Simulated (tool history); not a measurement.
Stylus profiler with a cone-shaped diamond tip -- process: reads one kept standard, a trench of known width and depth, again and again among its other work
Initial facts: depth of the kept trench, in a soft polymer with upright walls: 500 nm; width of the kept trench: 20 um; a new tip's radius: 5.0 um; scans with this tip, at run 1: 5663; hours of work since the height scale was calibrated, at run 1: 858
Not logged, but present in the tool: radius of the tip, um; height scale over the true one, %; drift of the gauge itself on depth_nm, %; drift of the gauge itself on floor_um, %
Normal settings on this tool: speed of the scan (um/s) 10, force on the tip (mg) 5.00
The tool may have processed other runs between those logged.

run	hour	speed of the scan (um/s)	force on the tip (mg)	scans with this tip	hours of work since the height scale was calibrated	depth of the trench (angstrom)	width of the trench's floor (um)
1	0.0	10	5.00	5663	858	5055.8	14.74
2	34.0	10	5.00	5783	877	5055.2	14.64
3	68.8	10	5.00	5906	895	5051.7	14.68
4	87.6	10	5.00	5972	905	5051.2	14.68
5	108.4	10	5.00	6046	916	5052.8	14.63
6	145.2	10	5.00	6176	936	5055.8	14.59
7	187.2	10	5.00	6324	959	5055.1	14.61
8	226.7	10	4.07	6464	980	5040.1	14.58
9	265.2	10	4.07	6600	1000	5040.1	14.59
10	303.5	4	5.00	6735	1021	5048.0	14.56
11	345.4	4	5.00	6883	1043	5049.2	14.57
12	369.1	10	5.00	6967	1056	5046.4	14.50
13	400.6	10	5.00	7078	1073	5048.3	14.50
14	435.7	10	5.00	7202	1092	5047.9	14.50
15	460.0	10	5.00	7288	1105	5046.8	14.49
16	499.4	10	5.00	7428	1126	5047.6	14.46
17	533.5	10	3.13	7548	1144	5022.0	14.45
18	570.6	10	3.13	7679	1164	5023.6	14.41
19	611.5	10	3.13	7824	1186	5025.0	14.38
20	644.8	10	3.13	7941	1204	5024.2	14.41
21	687.9	10	3.13	8094	1227	5023.1	14.33
22	705.3	10	3.13	8155	1236	5024.0	14.39
23	738.3	10	5.00	8272	1254	5045.2	14.31
24	775.6	10	5.00	8403	1274	5041.8	14.31
25	801.9	3	2.76	8497	1288	5016.7	14.33
26	844.3	25	3.64	8646	1311	5026.3	14.17
27	885.6	3	5.00	8792	1333	5041.5	14.32
28	905.8	4	1.91	8864	1344	5005.6	14.24
29	944.3	3	8.04	9000	1364	5069.2	14.22
30	972.6	24	5.37	9100	1379	5044.4	14.17
31	1000.1	10	7.65	9197	1394	5063.7	14.18
32	1018.2	29	5.35	9261	1404	5044.7	14.12
33	1061.7	8	3.86	9415	1427	5028.6	14.14
34	1090.2	8	3.86	9515	1442	5027.3	14.13
35	1115.9	30	2.04	9606	1456	5006.8	14.03
36	1154.7	12	3.86	9743	1477	5028.1	14.09
37	1188.1	3	4.34	9861	1495	5030.4	14.09
38	1212.0	3	6.75	9946	1508	5052.9	14.08
39	1245.9	19	4.11	10065	1526	5027.3	14.03
40	1264.2	2	6.74	10130	1536	5052.1	14.05
41	1296.4	2	6.74	10244	1553	5052.4	14.08
42	1317.8	2	6.74	10320	1564	5050.4	14.09
43	1338.9	2	6.74	10394	1576	5052.6	14.02
44	1367.8	5	6.30	10496	1591	5048.1	14.01
45	1397.0	5	5.57	10600	1607	5039.3	14.00
46	1421.1	34	10.76	10685	1620	5083.7	13.95

Measured less the same run without the tool's hidden state. The same run-to-run variation is in both; the gauge's scatter may not be:
run	depth of the trench (angstrom)	width of the trench's floor (um)
1	-22.6	-0.91
2	-23.0	-0.93
3	-23.5	-0.95
4	-23.7	-0.96
5	-24.1	-0.97
6	-24.6	-0.99
7	-25.1	-1.01
8	-25.5	-1.03
9	-26.0	-1.05
10	-26.6	-1.07
11	-27.3	-1.10
12	-27.6	-1.11
13	-28.0	-1.12
14	-28.4	-1.14
15	-28.7	-1.16
16	-29.4	-1.17
17	-29.6	-1.20
18	-30.2	-1.21
19	-30.7	-1.23
20	-31.2	-1.25
21	-31.8	-1.27
22	-32.0	-1.28
23	-32.6	-1.30
24	-33.2	-1.32
25	-33.4	-1.33
26	-34.0	-1.36
27	-34.7	-1.38
28	-34.7	-1.38
29	-35.7	-1.40
30	-35.9	-1.42
31	-36.4	-1.42
32	-36.5	-1.43
33	-37.0	-1.45
34	-37.4	-1.47
35	-37.6	-1.48
36	-38.4	-1.49
37	-38.9	-1.52
38	-39.3	-1.52
39	-39.6	-1.55
40	-40.1	-1.55
41	-40.5	-1.57
42	-40.8	-1.57
43	-41.1	-1.59
44	-41.4	-1.60
45	-41.8	-1.61
46	-42.4	-1.63
